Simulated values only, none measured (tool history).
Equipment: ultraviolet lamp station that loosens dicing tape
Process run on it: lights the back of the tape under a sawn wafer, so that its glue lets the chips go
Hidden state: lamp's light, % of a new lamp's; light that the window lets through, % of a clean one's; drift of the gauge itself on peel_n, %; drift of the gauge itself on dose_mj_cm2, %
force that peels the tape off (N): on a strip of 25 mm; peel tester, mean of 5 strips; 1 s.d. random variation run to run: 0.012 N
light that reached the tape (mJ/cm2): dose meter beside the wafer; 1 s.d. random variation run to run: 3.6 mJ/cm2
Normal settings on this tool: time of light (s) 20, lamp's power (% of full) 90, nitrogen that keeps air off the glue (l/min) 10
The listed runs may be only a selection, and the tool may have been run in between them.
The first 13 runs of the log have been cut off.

| run | hour | time of light (s) | lamp's power (% of full) | nitrogen that keeps air off the glue (l/min) | hours of work of the lamp | hours of work since the window was cleaned | force that peels the tape off (N) | light that reached the tape (mJ/cm2) |
|---|---|---|---|---|---|---|---|---|
| 14 | 281.8 | 39 | 90 | 10 | 441 | 441 | 0.163 | 1201 |
| 15 | 300.1 | 39 | 90 | 10 | 453 | 453 | 0.164 | 1208 |
| 16 | 320.6 | 20 | 90 | 10 | 466 | 466 | 0.535 | 609 |
| 17 | 351.5 | 20 | 90 | 10 | 486 | 486 | 0.515 | 619 |
|  | 372.9 | window cleaned of glue's vapour |
| 18 | 382 | 20 | 89 | 4 | 506 | 6 | 0.956 | 610 |
| 19 | 405.7 | 20 | 89 | 4 | 521 | 21 | 0.978 | 606 |
| 20 | 434 | 20 | 89 | 4 | 539 | 39 | 0.952 | 615 |
| 21 | 456.2 | 20 | 89 | 4 | 553 | 54 | 0.95 | 612 |
| 22 | 472.3 | 20 | 96 | 10 | 564 | 64 | 0.46 | 666 |
| 23 | 499.3 | 24 | 63 | 11 | 581 | 82 | 0.703 | 520 |
| 24 | 515.4 | 16 | 90 | 6 | 591 | 92 | 1.047 | 492 |
| 25 | 543.5 | 25 | 65 | 6 | 610 | 110 | 0.87 | 559 |
| 26 | 562.3 | 25 | 65 | 6 | 622 | 122 | 0.924 | 559 |
| 27 | 581.9 | 25 | 65 | 6 | 634 | 135 | 0.866 | 561 |
| 28 | 604.1 | 20 | 90 | 16 | 649 | 149 | 0.404 | 621 |
| 29 | 618.4 | 23 | 96 | 14 | 658 | 158 | 0.285 | 768 |
| 30 | 639.7 | 31 | 74 | 17 | 672 | 172 | 0.238 | 799 |
| 31 | 663.8 | 29 | 61 | 16 | 687 | 188 | 0.426 | 606 |
|  | 685.2 | gauge calibrated |
| 32 | 690.4 | 29 | 62 | 8 | 704 | 205 | 0.618 | 598 |
| 33 | 721.2 | 29 | 89 | 4 | 724 | 225 | 0.495 | 868 |
| 34 | 738.8 | 29 | 89 | 10 | 736 | 236 | 0.267 | 866 |

Alternative continuations, all from the tool just after run 34; predict every row:
| A | 753.9 | 24 | 86 | 12 | 745 | 246 | ? | ? |
| B | 753.9 | 37 | 74 | 4 | 745 | 246 | ? | ? |
| C | 753.9 | 27 | 62 | 7 | 745 | 246 | ? | ? |
| D | 753.9 | 20 | 90 | 15 | 745 | 246 | ? | ? |

| run | force that peels the tape off (N) | light that reached the tape (mJ/cm2) |
|---|---|---|
| A | 0.362 | 701 |
| B | 0.435 | 923 |
| C | 0.768 | 567 |
| D | 0.422 | 610 |
Take away the tool's hidden state, keep each run's random variation, and the runs would have read:
| run | force that peels the tape off (N) | light that reached the tape (mJ/cm2) |
|---|---|---|
| A | 0.36 | 701 |
| B | 0.432 | 922 |
| C | 0.765 | 567 |
| D | 0.42 | 609 |
